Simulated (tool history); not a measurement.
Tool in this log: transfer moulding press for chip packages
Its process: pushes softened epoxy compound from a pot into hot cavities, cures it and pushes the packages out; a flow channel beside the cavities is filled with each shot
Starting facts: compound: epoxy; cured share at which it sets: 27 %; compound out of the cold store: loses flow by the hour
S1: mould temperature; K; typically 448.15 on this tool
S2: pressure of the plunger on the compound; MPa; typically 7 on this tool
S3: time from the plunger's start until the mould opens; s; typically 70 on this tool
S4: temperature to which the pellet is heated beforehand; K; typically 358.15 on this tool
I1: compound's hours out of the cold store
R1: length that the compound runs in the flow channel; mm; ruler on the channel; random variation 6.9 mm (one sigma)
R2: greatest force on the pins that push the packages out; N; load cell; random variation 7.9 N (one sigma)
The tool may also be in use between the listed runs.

run 1 day=0.000 | S1=448.15 S2=7 S3=70 S4=358.15 | I1=35.7 | R1=693 R2=447
-- day=0.479 cavities cleaned with cleaning compound and waxed
run 2 day=1.338 | S1=448.15 S2=7 S3=70 S4=358.15 | I1=9.8 | R1=801 R2=412
run 3 day=1.950 | S1=448.15 S2=7 S3=70 S4=358.15 | I1=31.5 | R1=691 R2=437
-- day=2.500 cavities cleaned with cleaning compound and waxed
run 4 day=3.350 | S1=448.15 S2=7 S3=70 S4=358.15 | I1=11.2 | R1=781 R2=417
run 5 day=3.950 | S1=448.15 S2=7 S3=70 S4=358.15 | I1=13.3 | R1=774 R2=443
-- day=4.471 cavities cleaned with cleaning compound and waxed
run 6 day=4.908 | S1=448.15 S2=7 S3=70 S4=357.15 | I1=44.0 | R1=634 R2=361
run 7 day=5.912 | S1=448.15 S2=7 S3=70 S4=358.15 | I1=10.6 | R1=774 R2=449
-- day=6.467 cavities cleaned with cleaning compound and waxed
run 8 day=6.604 | S1=448.15 S2=7 S3=70 S4=358.15 | I1=31.3 | R1=682 R2=323
run 9 day=7.396 | S1=448.15 S2=7 S3=80 S4=358.15 | I1=21.2 | R1=715 R2=351
run 10 day=8.017 | S1=448.15 S2=7 S3=80 S4=358.15 | I1=19.4 | R1=726 R2=383

What does the tool deliver on the next run?
-- day=8.454 cavities cleaned with cleaning compound and waxed
run 11 day=8.925 | S1=448.15 S2=7 S3=80 S4=358.15 | I1=14.7 | R1=? R2=?

R1: 752 mm
R2: 334 N
On a tool with no hidden condition, and with the same random variation, this run would have come out at R1 798 mm, R2 297 N.
